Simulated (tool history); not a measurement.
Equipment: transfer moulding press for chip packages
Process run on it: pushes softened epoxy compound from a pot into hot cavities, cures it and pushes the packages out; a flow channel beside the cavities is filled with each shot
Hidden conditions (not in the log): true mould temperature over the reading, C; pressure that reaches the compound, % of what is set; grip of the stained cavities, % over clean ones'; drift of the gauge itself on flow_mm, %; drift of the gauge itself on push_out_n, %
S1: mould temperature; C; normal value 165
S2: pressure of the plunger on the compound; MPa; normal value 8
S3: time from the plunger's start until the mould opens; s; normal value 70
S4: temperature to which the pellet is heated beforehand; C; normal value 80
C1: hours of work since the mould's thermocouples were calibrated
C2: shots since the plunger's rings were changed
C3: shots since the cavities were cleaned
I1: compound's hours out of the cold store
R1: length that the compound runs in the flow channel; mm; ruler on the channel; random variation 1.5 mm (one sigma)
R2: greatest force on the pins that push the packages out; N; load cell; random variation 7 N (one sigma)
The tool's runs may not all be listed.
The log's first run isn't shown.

{"hour": 5.5, "done": "cavities cleaned with cleaning compound and waxed"}
{"run": 2, "hour": 7.4, "S1": 165, "S2": 8, "S3": 70, "S4": 80, "C1": 9, "C2": 1764, "C3": 19, "I1": 44.8, "R1": 756, "R2": 340}
{"run": 3, "hour": 14.5, "S1": 165, "S2": 8, "S3": 70, "S4": 80, "C1": 12, "C2": 1837, "C3": 92, "I1": 31.5, "R1": 782, "R2": 349}
{"run": 4, "hour": 21.0, "S1": 165, "S2": 8.04, "S3": 70, "S4": 80, "C1": 16, "C2": 1905, "C3": 160, "I1": 28.6, "R1": 792, "R2": 355}
{"run": 5, "hour": 29.0, "S1": 165, "S2": 8.04, "S3": 70, "S4": 80, "C1": 19, "C2": 1986, "C3": 241, "I1": 47.6, "R1": 748, "R2": 372}
{"run": 6, "hour": 36.4, "S1": 165, "S2": 8.04, "S3": 70, "S4": 80, "C1": 23, "C2": 2062, "C3": 317, "I1": 37.7, "R1": 771, "R2": 380}
{"run": 7, "hour": 41.8, "S1": 165, "S2": 8.04, "S3": 70, "S4": 80, "C1": 26, "C2": 2117, "C3": 372, "I1": 22.7, "R1": 802, "R2": 387}
{"run": 8, "hour": 48.2, "S1": 165, "S2": 8, "S3": 70, "S4": 84, "C1": 29, "C2": 2183, "C3": 438, "I1": 39, "R1": 764, "R2": 406}
{"run": 9, "hour": 58.1, "S1": 165, "S2": 8, "S3": 70, "S4": 80, "C1": 33, "C2": 2285, "C3": 540, "I1": 23.9, "R1": 795, "R2": 422}
{"run": 10, "hour": 62.7, "S1": 165, "S2": 8, "S3": 70, "S4": 80, "C1": 36, "C2": 2332, "C3": 587, "I1": 45.6, "R1": 747, "R2": 418}
{"run": 11, "hour": 69.1, "S1": 165, "S2": 8, "S3": 70, "S4": 80, "C1": 39, "C2": 2397, "C3": 652, "I1": 12.7, "R1": 824, "R2": 434}
{"run": 12, "hour": 79.4, "S1": 165, "S2": 8, "S3": 94, "S4": 80, "C1": 44, "C2": 2503, "C3": 758, "I1": 19.5, "R1": 804, "R2": 356}
{"run": 13, "hour": 84.2, "S1": 165, "S2": 8, "S3": 94, "S4": 80, "C1": 46, "C2": 2552, "C3": 807, "I1": 34, "R1": 767, "R2": 369}
{"run": 14, "hour": 93.6, "S1": 165, "S2": 8, "S3": 94, "S4": 80, "C1": 50, "C2": 2649, "C3": 904, "I1": 21.6, "R1": 798, "R2": 375}
{"run": 15, "hour": 98.0, "S1": 165, "S2": 8, "S3": 94, "S4": 78, "C1": 53, "C2": 2693, "C3": 948, "I1": 22.1, "R1": 797, "R2": 367}
{"run": 16, "hour": 105.3, "S1": 165, "S2": 8, "S3": 94, "S4": 78, "C1": 56, "C2": 2769, "C3": 1024, "I1": 22.2, "R1": 797, "R2": 377}
{"run": 17, "hour": 109.6, "S1": 165, "S2": 8, "S3": 88, "S4": 80, "C1": 58, "C2": 2812, "C3": 1067, "I1": 47.3, "R1": 739, "R2": 387}
{"run": 18, "hour": 114.8, "S1": 165, "S2": 8, "S3": 88, "S4": 82, "C1": 61, "C2": 2866, "C3": 1121, "I1": 45.8, "R1": 742, "R2": 394}
{"hour": 121.0, "done": "cavities cleaned with cleaning compound and waxed"}
{"run": 19, "hour": 124.5, "S1": 170, "S2": 8, "S3": 70, "S4": 80, "C1": 65, "C2": 2950, "C3": 35, "I1": 29.3, "R1": 756, "R2": 277}
{"run": 20, "hour": 130.6, "S1": 165, "S2": 8, "S3": 74, "S4": 71, "C1": 67, "C2": 3013, "C3": 98, "I1": 16.8, "R1": 808, "R2": 326}

What will run 21 give?
{"hour": 133.1, "done": "mould's thermocouples calibrated"}
{"hour": 137.1, "done": "plunger's sealing rings changed"}
{"run": 21, "hour": 145.1, "S1": 171, "S2": 6.88, "S3": 80, "S4": 84, "C1": 5, "C2": 82, "C3": 201, "I1": 35.4, "R1": "?", "R2": "?"}

R1: 710 mm
R2: 301 N
The same run, on a tool lacking any hidden state, would have yielded R1 712 mm, R2 264 N.
